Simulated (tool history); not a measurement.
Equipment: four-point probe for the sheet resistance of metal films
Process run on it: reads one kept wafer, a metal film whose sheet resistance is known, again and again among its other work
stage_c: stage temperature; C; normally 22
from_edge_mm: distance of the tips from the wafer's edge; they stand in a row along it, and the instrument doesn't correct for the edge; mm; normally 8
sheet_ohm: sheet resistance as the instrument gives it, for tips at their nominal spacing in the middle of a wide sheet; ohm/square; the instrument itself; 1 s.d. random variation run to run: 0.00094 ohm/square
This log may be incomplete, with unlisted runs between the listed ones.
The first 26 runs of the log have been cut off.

run,hour,stage_c,from_edge_mm,sheet_ohm
27,1723.6,20,8,4.719096
28,1798.7,19,11,4.714844
29,1841.2,20,17,4.705865
30,1881.7,28,15,4.680837
31,1924.0,28,15,4.681029
32,1965.8,31,8,4.682542
33,2053.1,31,8,4.684228
34,2102.0,22,8,4.712933
35,2178.6,22,9,4.707503
36,2236.6,25,13,4.693379
37,2285.1,21,40,4.701461
38,2344.0,21,40,4.702188
39,2406.3,21,50,4.701510
40,2475.9,21,50,4.700861
41,2556.2,18,4,4.772971
42,2601.8,19,49,4.706662
43,2665.0,20,8,4.719567
44,2713.0,29,51,4.673100

Each row is a separate what-if for the run after 44, all from the same tool condition, not one after another. Results?
A,2790.1,27,9,?
B,2790.1,21,7,?
C,2790.1,22,23,?

run,sheet_ohm
A,4.691495
B,4.723173
C,4.699518
Stripped of hidden state, with their random variation kept, the same runs would have yielded:
run,sheet_ohm
A,4.691186
B,4.722864
C,4.699210

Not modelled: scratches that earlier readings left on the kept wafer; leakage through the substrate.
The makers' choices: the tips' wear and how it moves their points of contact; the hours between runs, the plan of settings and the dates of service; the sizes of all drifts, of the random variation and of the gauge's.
